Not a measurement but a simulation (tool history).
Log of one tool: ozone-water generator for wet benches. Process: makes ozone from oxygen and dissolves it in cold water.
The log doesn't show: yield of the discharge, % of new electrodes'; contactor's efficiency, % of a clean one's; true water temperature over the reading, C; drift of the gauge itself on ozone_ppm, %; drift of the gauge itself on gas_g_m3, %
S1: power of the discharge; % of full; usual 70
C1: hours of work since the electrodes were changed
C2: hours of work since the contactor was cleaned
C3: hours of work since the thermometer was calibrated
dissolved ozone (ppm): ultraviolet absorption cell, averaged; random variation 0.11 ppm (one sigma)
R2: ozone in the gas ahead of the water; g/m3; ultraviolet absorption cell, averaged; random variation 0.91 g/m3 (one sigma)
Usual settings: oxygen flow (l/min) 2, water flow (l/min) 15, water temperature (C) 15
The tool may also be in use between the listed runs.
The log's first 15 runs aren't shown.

{"run": 16, "day": 46.871, "S1": 70, "oxygen flow (l/min)": 2, "water flow (l/min)": 15, "water temperature (C)": 15, "C1": 2537, "C2": 5072, "C3": 2366, "dissolved ozone (ppm)": 8.2, "R2": 142.5}
{"run": 17, "day": 49.367, "S1": 70, "oxygen flow (l/min)": 2, "water flow (l/min)": 15, "water temperature (C)": 15, "C1": 2575, "C2": 5110, "C3": 2404, "dissolved ozone (ppm)": 8.1, "R2": 142.4}
{"run": 18, "day": 52.138, "S1": 43, "oxygen flow (l/min)": 2, "water flow (l/min)": 19, "water temperature (C)": 15, "C1": 2617, "C2": 5152, "C3": 2446, "dissolved ozone (ppm)": 4.5, "R2": 98.7}
{"run": 19, "day": 55.583, "S1": 91, "oxygen flow (l/min)": 2.18, "water flow (l/min)": 16, "water temperature (C)": 11, "C1": 2670, "C2": 5205, "C3": 2499, "dissolved ozone (ppm)": 9.9, "R2": 165.6}
{"run": 20, "day": 59.717, "S1": 93, "oxygen flow (l/min)": 2.96, "water flow (l/min)": 17, "water temperature (C)": 7, "C1": 2733, "C2": 5268, "C3": 2562, "dissolved ozone (ppm)": 10.9, "R2": 151.1}
{"run": 21, "day": 61.979, "S1": 70, "oxygen flow (l/min)": 1.3, "water flow (l/min)": 9, "water temperature (C)": 15, "C1": 2768, "C2": 5303, "C3": 2597, "dissolved ozone (ppm)": 11.2, "R2": 163.6}
{"day": 62.375, "done": "water thermometer calibrated"}
{"run": 22, "day": 63.671, "S1": 75, "oxygen flow (l/min)": 2.73, "water flow (l/min)": 21, "water temperature (C)": 8, "C1": 2793, "C2": 5328, "C3": 20, "dissolved ozone (ppm)": 7.4, "R2": 131.9}
{"run": 23, "day": 67.075, "S1": 75, "oxygen flow (l/min)": 1.06, "water flow (l/min)": 21, "water temperature (C)": 8, "C1": 2845, "C2": 5380, "C3": 72, "dissolved ozone (ppm)": 4.7, "R2": 184.9}
{"run": 24, "day": 69.092, "S1": 70, "oxygen flow (l/min)": 2.7, "water flow (l/min)": 15, "water temperature (C)": 8, "C1": 2876, "C2": 5411, "C3": 103, "dissolved ozone (ppm)": 9.6, "R2": 126.6}
{"run": 25, "day": 71.875, "S1": 70, "oxygen flow (l/min)": 2.7, "water flow (l/min)": 15, "water temperature (C)": 8, "C1": 2919, "C2": 5454, "C3": 145, "dissolved ozone (ppm)": 9.6, "R2": 127.3}
{"run": 26, "day": 74.025, "S1": 70, "oxygen flow (l/min)": 1.33, "water flow (l/min)": 14, "water temperature (C)": 12, "C1": 2952, "C2": 5487, "C3": 178, "dissolved ozone (ppm)": 7.5, "R2": 163.6}
{"run": 27, "day": 75.892, "S1": 70, "oxygen flow (l/min)": 2.29, "water flow (l/min)": 23, "water temperature (C)": 15, "C1": 2980, "C2": 5515, "C3": 207, "dissolved ozone (ppm)": 5.4, "R2": 133.6}
{"run": 28, "day": 79.092, "S1": 44, "oxygen flow (l/min)": 2, "water flow (l/min)": 9, "water temperature (C)": 15, "C1": 3029, "C2": 5564, "C3": 256, "dissolved ozone (ppm)": 9, "R2": 99.9}
{"day": 80.554, "done": "water thermometer calibrated, once more"}
{"run": 29, "day": 82.838, "S1": 64, "oxygen flow (l/min)": 2.2, "water flow (l/min)": 12, "water temperature (C)": 11, "C1": 3086, "C2": 5621, "C3": 35, "dissolved ozone (ppm)": 9.8, "R2": 127.5}
{"run": 30, "day": 86.412, "S1": 64, "oxygen flow (l/min)": 2.2, "water flow (l/min)": 12, "water temperature (C)": 11, "C1": 3141, "C2": 5676, "C3": 90, "dissolved ozone (ppm)": 9.8, "R2": 126.9}
{"run": 31, "day": 88.538, "S1": 64, "oxygen flow (l/min)": 2.2, "water flow (l/min)": 12, "water temperature (C)": 11, "C1": 3173, "C2": 5708, "C3": 122, "dissolved ozone (ppm)": 9.9, "R2": 127.4}
{"run": 32, "day": 90.554, "S1": 78, "oxygen flow (l/min)": 2.2, "water flow (l/min)": 12, "water temperature (C)": 8, "C1": 3204, "C2": 5739, "C3": 153, "dissolved ozone (ppm)": 11.9, "R2": 145.9}
{"run": 33, "day": 93.483, "S1": 61, "oxygen flow (l/min)": 2.2, "water flow (l/min)": 17, "water temperature (C)": 8, "C1": 3249, "C2": 5784, "C3": 198, "dissolved ozone (ppm)": 6.9, "R2": 121.7}

3 ways to go on from here, each from the tool as it stands after run 33. What would each give?
{"run": "A", "day": 97.554, "S1": 100, "oxygen flow (l/min)": 2, "water flow (l/min)": 11, "water temperature (C)": 8, "C1": 3311, "C2": 5846, "C3": 260, "dissolved ozone (ppm)": "?", "R2": "?"}
{"run": "B", "day": 97.554, "S1": 61, "oxygen flow (l/min)": 1.62, "water flow (l/min)": 17, "water temperature (C)": 8, "C1": 3311, "C2": 5846, "C3": 260, "dissolved ozone (ppm)": "?", "R2": "?"}
{"run": "C", "day": 97.554, "S1": 61, "oxygen flow (l/min)": 2.77, "water flow (l/min)": 20, "water temperature (C)": 12, "C1": 3311, "C2": 5846, "C3": 260, "dissolved ozone (ppm)": "?", "R2": "?"}

run=A dissolved_ozone_(ppm)=14.8 R2=181.4
run=B dissolved_ozone_(ppm)=6.2 R2=135.1
run=C dissolved_ozone_(ppm)=6.5 R2=113.3
Without the tool's hidden state the same runs would have given:
run=A dissolved_ozone_(ppm)=17.9 R2=203.6
run=B dissolved_ozone_(ppm)=7.3 R2=146.6
run=C dissolved_ozone_(ppm)=7.6 R2=122.8
